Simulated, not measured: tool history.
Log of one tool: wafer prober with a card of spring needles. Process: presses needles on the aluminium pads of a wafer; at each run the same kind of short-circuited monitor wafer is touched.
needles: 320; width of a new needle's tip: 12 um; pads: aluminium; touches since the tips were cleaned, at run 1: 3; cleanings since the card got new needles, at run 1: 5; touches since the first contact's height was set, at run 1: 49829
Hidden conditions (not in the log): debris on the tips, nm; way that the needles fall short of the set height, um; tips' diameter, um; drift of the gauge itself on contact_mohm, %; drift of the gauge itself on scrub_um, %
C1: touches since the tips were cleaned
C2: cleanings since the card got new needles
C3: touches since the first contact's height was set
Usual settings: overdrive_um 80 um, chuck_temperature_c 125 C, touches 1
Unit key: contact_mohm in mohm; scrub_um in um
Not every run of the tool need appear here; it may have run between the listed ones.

{"run": 1, "hour": 0.0, "overdrive_um": 80, "chuck_temperature_c": 125, "touches": 1, "C1": 3, "C2": 5, "C3": 49829, "contact_mohm": 208, "scrub_um": 13.39}
{"run": 2, "hour": 9.7, "overdrive_um": 80, "chuck_temperature_c": 45, "touches": 1, "C1": 3167, "C2": 5, "C3": 52993, "contact_mohm": 190, "scrub_um": 13.38}
{"run": 3, "hour": 14.5, "overdrive_um": 80, "chuck_temperature_c": 125, "touches": 2, "C1": 4720, "C2": 5, "C3": 54546, "contact_mohm": 208, "scrub_um": 13.38}
{"run": 4, "hour": 22.8, "overdrive_um": 80, "chuck_temperature_c": 125, "touches": 1, "C1": 7423, "C2": 5, "C3": 57249, "contact_mohm": 208, "scrub_um": 13.35}
{"hour": 26.9, "done": "tips cleaned on abrasive film"}
{"run": 5, "hour": 26.9, "overdrive_um": 80, "chuck_temperature_c": 125, "touches": 1, "C1": 0, "C2": 6, "C3": 58554, "contact_mohm": 202, "scrub_um": 13.38}
{"run": 6, "hour": 31.2, "overdrive_um": 80, "chuck_temperature_c": 125, "touches": 1, "C1": 1419, "C2": 6, "C3": 59973, "contact_mohm": 205, "scrub_um": 13.38}
{"run": 7, "hour": 38.2, "overdrive_um": 80, "chuck_temperature_c": 125, "touches": 1, "C1": 3699, "C2": 6, "C3": 62253, "contact_mohm": 208, "scrub_um": 13.32}
{"run": 8, "hour": 45.3, "overdrive_um": 80, "chuck_temperature_c": 125, "touches": 1, "C1": 5986, "C2": 6, "C3": 64540, "contact_mohm": 204, "scrub_um": 13.31}
{"run": 9, "hour": 52.6, "overdrive_um": 80, "chuck_temperature_c": 125, "touches": 1, "C1": 8356, "C2": 6, "C3": 66910, "contact_mohm": 207, "scrub_um": 13.28}
{"hour": 54.2, "done": "tips cleaned on abrasive film"}
{"run": 10, "hour": 59.7, "overdrive_um": 80, "chuck_temperature_c": 125, "touches": 1, "C1": 1804, "C2": 7, "C3": 69212, "contact_mohm": 207, "scrub_um": 13.28}
{"run": 11, "hour": 63.8, "overdrive_um": 80, "chuck_temperature_c": 125, "touches": 1, "C1": 3125, "C2": 7, "C3": 70533, "contact_mohm": 209, "scrub_um": 13.26}
{"run": 12, "hour": 68.9, "overdrive_um": 80, "chuck_temperature_c": 125, "touches": 1, "C1": 4786, "C2": 7, "C3": 72194, "contact_mohm": 207, "scrub_um": 13.29}
{"run": 13, "hour": 74.8, "overdrive_um": 80, "chuck_temperature_c": 125, "touches": 1, "C1": 6727, "C2": 7, "C3": 74135, "contact_mohm": 205, "scrub_um": 13.27}
{"hour": 81.3, "done": "tips cleaned on abrasive film"}
{"run": 14, "hour": 81.8, "overdrive_um": 80, "chuck_temperature_c": 125, "touches": 1, "C1": 184, "C2": 8, "C3": 76380, "contact_mohm": 206, "scrub_um": 13.23}
{"run": 15, "hour": 89.8, "overdrive_um": 80, "chuck_temperature_c": 125, "touches": 1, "C1": 2767, "C2": 8, "C3": 78963, "contact_mohm": 208, "scrub_um": 13.27}
{"run": 16, "hour": 95.5, "overdrive_um": 81, "chuck_temperature_c": 125, "touches": 1, "C1": 4626, "C2": 8, "C3": 80822, "contact_mohm": 212, "scrub_um": 13.35}
{"run": 17, "hour": 104.9, "overdrive_um": 81, "chuck_temperature_c": 125, "touches": 1, "C1": 7681, "C2": 8, "C3": 83877, "contact_mohm": 206, "scrub_um": 13.36}
{"hour": 108.5, "done": "tips cleaned on abrasive film"}
{"run": 18, "hour": 112.1, "overdrive_um": 72, "chuck_temperature_c": 90, "touches": 1, "C1": 1158, "C2": 9, "C3": 86191, "contact_mohm": 201, "scrub_um": 11.86}
{"run": 19, "hour": 116.3, "overdrive_um": 81, "chuck_temperature_c": 125, "touches": 2, "C1": 2524, "C2": 9, "C3": 87557, "contact_mohm": 207, "scrub_um": 13.34}
{"run": 20, "hour": 121.8, "overdrive_um": 61, "chuck_temperature_c": 125, "touches": 2, "C1": 4345, "C2": 9, "C3": 89378, "contact_mohm": 202, "scrub_um": 10.02}
{"hour": 125.7, "done": "gauge calibrated"}
{"run": 21, "hour": 130.0, "overdrive_um": 66, "chuck_temperature_c": 27, "touches": 2, "C1": 7010, "C2": 9, "C3": 92043, "contact_mohm": 190, "scrub_um": 11.03}
{"hour": 135.6, "done": "tips cleaned on abrasive film"}
{"run": 22, "hour": 135.8, "overdrive_um": 97, "chuck_temperature_c": 67, "touches": 2, "C1": 94, "C2": 10, "C3": 93904, "contact_mohm": 194, "scrub_um": 16.25}
{"run": 23, "hour": 141.8, "overdrive_um": 97, "chuck_temperature_c": 67, "touches": 2, "C1": 2022, "C2": 10, "C3": 95832, "contact_mohm": 195, "scrub_um": 16.22}
{"run": 24, "hour": 149.6, "overdrive_um": 80, "chuck_temperature_c": 62, "touches": 1, "C1": 4576, "C2": 10, "C3": 98386, "contact_mohm": 194, "scrub_um": 13.39}

Expected results for the next run?
{"run": 25, "hour": 158.6, "overdrive_um": 80, "chuck_temperature_c": 62, "touches": 1, "C1": 7491, "C2": 10, "C3": 101301, "contact_mohm": "?", "scrub_um": "?"}

{"run 25": {"contact_mohm": 195, "scrub_um": 13.32}}
With the hidden condition absent and the run-to-run variation left alone, this run would have shown contact_mohm 195 mohm, scrub_um 13.39 um.
